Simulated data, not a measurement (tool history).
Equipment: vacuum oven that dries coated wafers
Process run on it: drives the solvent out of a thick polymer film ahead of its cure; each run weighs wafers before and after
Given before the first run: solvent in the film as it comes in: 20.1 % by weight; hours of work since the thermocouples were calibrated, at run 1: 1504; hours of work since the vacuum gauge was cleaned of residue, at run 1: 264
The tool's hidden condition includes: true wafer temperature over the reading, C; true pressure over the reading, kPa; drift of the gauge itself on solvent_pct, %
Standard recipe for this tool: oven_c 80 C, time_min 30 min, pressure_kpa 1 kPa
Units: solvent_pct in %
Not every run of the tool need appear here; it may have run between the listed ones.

run	hour	oven_c	time_min	pressure_kpa	hours of work since the thermocouples were calibrated	hours of work since the vacuum gauge was cleaned of residue	solvent_pct
1	0	80	30	1	1504	264	1.58
2	20.3	80	30	1	1512	272	1.48
3	43.6	80	30	1	1521	281	1.69
4	65.6	83	30	1	1530	290	1.07
5	95.5	83	30	1	1542	302	1.09
6	109.9	83	30	1	1548	308	0.94
7	137.5	83	30	1	1559	319	0.97
8	153	83	30	1	1565	325	1.02
9	172.8	80	50	1	1573	333	0.55
10	198.8	80	17	1	1583	343	4.02
11	215.8	83	30	1	1590	350	0.96
12	234.7	80	30	1	1598	357	1.55
13	264	69	25	0.85	1609	369	5.94

Expected results for the next run?
14	287.6	69	25	0.85	1619	379	?

Run 14 gave solvent_pct 5.88 %.
Were there no unlogged condition in the tool, this run, its random variation unchanged, would have produced solvent_pct 6.54 %.
